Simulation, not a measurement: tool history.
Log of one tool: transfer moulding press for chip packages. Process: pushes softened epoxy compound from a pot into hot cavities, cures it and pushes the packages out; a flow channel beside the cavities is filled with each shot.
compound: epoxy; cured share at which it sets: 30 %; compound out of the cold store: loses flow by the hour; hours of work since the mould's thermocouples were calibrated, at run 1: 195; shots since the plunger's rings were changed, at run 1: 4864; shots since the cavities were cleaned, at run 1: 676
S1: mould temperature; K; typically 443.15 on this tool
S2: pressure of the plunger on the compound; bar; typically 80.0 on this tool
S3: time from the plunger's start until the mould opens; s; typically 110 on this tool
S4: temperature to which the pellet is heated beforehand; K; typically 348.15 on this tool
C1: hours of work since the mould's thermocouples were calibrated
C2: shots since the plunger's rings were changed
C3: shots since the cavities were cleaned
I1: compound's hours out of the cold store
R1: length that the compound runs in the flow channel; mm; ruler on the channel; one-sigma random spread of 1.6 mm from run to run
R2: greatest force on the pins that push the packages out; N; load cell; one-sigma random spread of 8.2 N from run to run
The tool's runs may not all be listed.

run     day      S1    S2   S3      S4   C1    C2   C3    I1   R1   R2
  1   0.000  443.15  80.0  110  348.15  195  4864  676  26.6  768  524
  2   1.283  443.15  80.0  110  348.15  208  5095  907  36.6  722  554
      2.454  -- plunger's sealing rings changed
      2.608  -- cavities cleaned with cleaning compound and waxed
  3   3.025  443.15  80.0  110  348.15  225    92   75  30.9  779  376
  4   3.696  443.15  80.0  110  348.15  232   213  196  34.3  763  406
  5   5.033  443.15  80.0  110  348.15  247   454  437  40.8  732  470
  6   5.958  443.15  80.0  110  349.15  257   621  604  27.7  788  500
  7   6.725  443.15  80.0  110  349.15  265   758  741  35.0  754  523
  8   8.029  443.15  80.0  112  348.15  279   993  976  38.4  742  511
      8.829  -- cavities cleaned with cleaning compound and waxed
  9   9.046  443.15  80.0  112  348.15  289  1165   38  38.3  737  353
 10  10.350  443.15  80.0  113  348.15  303  1400  273  27.1  789  411
 11  11.508  443.15  80.0  113  348.15  315  1609  482  32.5  763  464
 12  12.446  443.15  80.0  113  348.15  325  1778  651  24.5  797  495
 13  13.867  443.15  80.0  110  356.15  340  2034  907  26.3  787  532
     15.067  -- cavities cleaned with cleaning compound and waxed
 14  15.183  443.15  80.0  110  356.15  354  2259   20   9.5  871  353
 15  16.742  443.15  80.0  110  356.15  371  2540  301  22.2  804  449
 16  17.500  443.15  83.2  110  346.15  379  2677  438   9.6  886  497
 17  18.200  443.15  83.2   99  346.15  386  2803  564  29.5  783  596
 18  19.633  443.15  71.0  100  344.15  401  3062  823  12.2  799  649
 19  20.296  439.15  88.7  141  350.15  408  3181  942  36.7  780  457
     20.742  -- mould's thermocouples calibrated
     21.371  -- cavities cleaned with cleaning compound and waxed
 20  21.558  443.15  80.0  133  353.15    8  3382   34  19.2  815  311
 21  22.708  435.15  80.0  110  355.15   20  3589  241  31.7  770  717
 22  23.442  435.15  80.0  142  355.15   28  3721  373  46.9  700  453
 23  25.088  435.15  85.0  142  345.15   46  4018  670  22.9  832  550

The next listed run, before its measurement:
 24  26.617  437.15  80.0  110  348.15  62  4293  945  8.8   ?   ?

R1: 875 mm
R2: 908 N
Minus the tool's unlogged condition, the same run would have read R1 906 mm, R2 595 N.
